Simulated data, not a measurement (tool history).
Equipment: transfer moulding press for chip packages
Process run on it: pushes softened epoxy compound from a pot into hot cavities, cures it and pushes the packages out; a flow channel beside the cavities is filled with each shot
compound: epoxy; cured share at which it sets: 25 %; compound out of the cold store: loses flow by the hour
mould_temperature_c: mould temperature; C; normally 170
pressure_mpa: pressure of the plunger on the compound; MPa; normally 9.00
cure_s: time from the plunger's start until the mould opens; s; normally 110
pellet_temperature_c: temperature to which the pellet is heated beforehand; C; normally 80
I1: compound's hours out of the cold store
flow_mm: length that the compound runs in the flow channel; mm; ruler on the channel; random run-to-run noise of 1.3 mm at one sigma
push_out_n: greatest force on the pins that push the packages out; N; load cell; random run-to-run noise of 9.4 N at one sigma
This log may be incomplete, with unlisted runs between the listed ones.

run 1 day=0.000 | mould_temperature_c=170 pressure_mpa=9.00 cure_s=110 pellet_temperature_c=80 | I1=11.0 | flow_mm=623 push_out_n=678
-- day=0.708 cavities cleaned with cleaning compound and waxed
-- day=3.158 cavities cleaned with cleaning compound and waxed
run 2 day=3.421 | mould_temperature_c=170 pressure_mpa=9.00 cure_s=110 pellet_temperature_c=80 | I1=35.9 | flow_mm=508 push_out_n=477
-- day=5.483 cavities cleaned with cleaning compound and waxed
run 3 day=5.871 | mould_temperature_c=170 pressure_mpa=9.00 cure_s=118 pellet_temperature_c=80 | I1=10.1 | flow_mm=622 push_out_n=470
-- day=7.788 cavities cleaned with cleaning compound and waxed
run 4 day=7.938 | mould_temperature_c=170 pressure_mpa=9.00 cure_s=129 pellet_temperature_c=80 | I1=46.7 | flow_mm=464 push_out_n=372
-- day=8.754 plunger's sealing rings changed
-- day=10.196 cavities cleaned with cleaning compound and waxed
run 5 day=10.800 | mould_temperature_c=170 pressure_mpa=9.00 cure_s=129 pellet_temperature_c=80 | I1=18.6 | flow_mm=593 push_out_n=423
-- day=12.454 cavities cleaned with cleaning compound and waxed
run 6 day=12.746 | mould_temperature_c=170 pressure_mpa=9.00 cure_s=129 pellet_temperature_c=80 | I1=31.2 | flow_mm=535 push_out_n=388
-- day=14.821 cavities cleaned with cleaning compound and waxed
run 7 day=16.304 | mould_temperature_c=170 pressure_mpa=10.74 cure_s=110 pellet_temperature_c=80 | I1=30.8 | flow_mm=581 push_out_n=586
-- day=17.300 cavities cleaned with cleaning compound and waxed
-- day=18.588 mould's thermocouples calibrated
-- day=19.800 cavities cleaned with cleaning compound and waxed
run 8 day=20.217 | mould_temperature_c=170 pressure_mpa=9.00 cure_s=110 pellet_temperature_c=80 | I1=8.9 | flow_mm=634 push_out_n=513
-- day=22.196 cavities cleaned with cleaning compound and waxed
run 9 day=23.788 | mould_temperature_c=170 pressure_mpa=9.00 cure_s=110 pellet_temperature_c=85 | I1=25.6 | flow_mm=546 push_out_n=585
-- day=24.742 cavities cleaned with cleaning compound and waxed
-- day=26.250 plunger's sealing rings changed
run 10 day=26.250 | mould_temperature_c=170 pressure_mpa=9.00 cure_s=110 pellet_temperature_c=85 | I1=23.5 | flow_mm=575 push_out_n=597
-- day=27.192 cavities cleaned with cleaning compound and waxed
run 11 day=28.200 | mould_temperature_c=170 pressure_mpa=9.00 cure_s=112 pellet_temperature_c=80 | I1=44.3 | flow_mm=483 push_out_n=525
-- day=29.533 cavities cleaned with cleaning compound and waxed
run 12 day=31.312 | mould_temperature_c=170 pressure_mpa=9.00 cure_s=112 pellet_temperature_c=80 | I1=47.1 | flow_mm=470 push_out_n=576
-- day=31.846 cavities cleaned with cleaning compound and waxed
run 13 day=33.512 | mould_temperature_c=170 pressure_mpa=9.00 cure_s=112 pellet_temperature_c=80 | I1=43.6 | flow_mm=482 push_out_n=586
-- day=34.121 cavities cleaned with cleaning compound and waxed
-- day=36.462 cavities cleaned with cleaning compound and waxed
run 14 day=37.033 | mould_temperature_c=170 pressure_mpa=9.00 cure_s=112 pellet_temperature_c=80 | I1=14.2 | flow_mm=608 push_out_n=506
-- day=38.704 cavities cleaned with cleaning compound and waxed
run 15 day=38.867 | mould_temperature_c=170 pressure_mpa=9.00 cure_s=131 pellet_temperature_c=80 | I1=45.5 | flow_mm=471 push_out_n=386
-- day=41.017 cavities cleaned with cleaning compound and waxed
run 16 day=41.550 | mould_temperature_c=170 pressure_mpa=9.00 cure_s=118 pellet_temperature_c=79 | I1=46.0 | flow_mm=467 push_out_n=436
-- day=43.450 plunger's sealing rings changed
-- day=43.512 cavities cleaned with cleaning compound and waxed
run 17 day=45.146 | mould_temperature_c=166 pressure_mpa=10.41 cure_s=120 pellet_temperature_c=80 | I1=43.1 | flow_mm=530 push_out_n=618
-- day=45.975 cavities cleaned with cleaning compound and waxed
run 18 day=47.667 | mould_temperature_c=175 pressure_mpa=9.66 cure_s=148 pellet_temperature_c=71 | I1=30.8 | flow_mm=547 push_out_n=465
-- day=48.258 cavities cleaned with cleaning compound and waxed
-- day=50.679 cavities cleaned with cleaning compound and waxed
run 19 day=51.512 | mould_temperature_c=175 pressure_mpa=9.66 cure_s=148 pellet_temperature_c=71 | I1=15.7 | flow_mm=614 push_out_n=451
-- day=53.125 cavities cleaned with cleaning compound and waxed
run 20 day=53.162 | mould_temperature_c=163 pressure_mpa=9.00 cure_s=110 pellet_temperature_c=80 | I1=45.9 | flow_mm=480 push_out_n=671
-- day=55.533 cavities cleaned with cleaning compound and waxed
run 21 day=56.258 | mould_temperature_c=174 pressure_mpa=9.00 cure_s=104 pellet_temperature_c=77 | I1=15.6 | flow_mm=588 push_out_n=478
-- day=57.862 cavities cleaned with cleaning compound and waxed
run 22 day=58.500 | mould_temperature_c=176 pressure_mpa=9.00 cure_s=110 pellet_temperature_c=80 | I1=32.1 | flow_mm=512 push_out_n=411
-- day=60.271 cavities cleaned with cleaning compound and waxed
-- day=60.696 plunger's sealing rings changed
run 23 day=62.008 | mould_temperature_c=176 pressure_mpa=9.00 cure_s=110 pellet_temperature_c=80 | I1=12.5 | flow_mm=615 push_out_n=481
-- day=62.829 cavities cleaned with cleaning compound and waxed
run 24 day=64.192 | mould_temperature_c=164 pressure_mpa=6.99 cure_s=127 pellet_temperature_c=87 | I1=8.2 | flow_mm=581 push_out_n=690
-- day=65.271 cavities cleaned with cleaning compound and waxed
run 25 day=66.338 | mould_temperature_c=167 pressure_mpa=9.00 cure_s=105 pellet_temperature_c=80 | I1=21.9 | flow_mm=577 push_out_n=754
-- day=67.600 cavities cleaned with cleaning compound and waxed
run 26 day=68.600 | mould_temperature_c=167 pressure_mpa=9.00 cure_s=105 pellet_temperature_c=80 | I1=43.1 | flow_mm=487 push_out_n=692

Forecast each of these 3 alternatives for the next run:
-- day=70.067 cavities cleaned with cleaning compound and waxed
run A day=71.358 | mould_temperature_c=170 pressure_mpa=9.00 cure_s=110 pellet_temperature_c=73 | I1=15.2 | flow_mm=? push_out_n=?
-- day=70.067 cavities cleaned with cleaning compound and waxed
run B day=71.358 | mould_temperature_c=167 pressure_mpa=9.00 cure_s=105 pellet_temperature_c=76 | I1=44.0 | flow_mm=? push_out_n=?
-- day=70.067 cavities cleaned with cleaning compound and waxed
run C day=71.358 | mould_temperature_c=167 pressure_mpa=9.13 cure_s=105 pellet_temperature_c=81 | I1=29.4 | flow_mm=? push_out_n=?

run=A flow_mm=600 push_out_n=607
run=B flow_mm=481 push_out_n=710
run=C flow_mm=546 push_out_n=766
With no hidden state in the tool, these same runs would have given:
run=A flow_mm=610 push_out_n=431
run=B flow_mm=489 push_out_n=497
run=C flow_mm=555 push_out_n=539
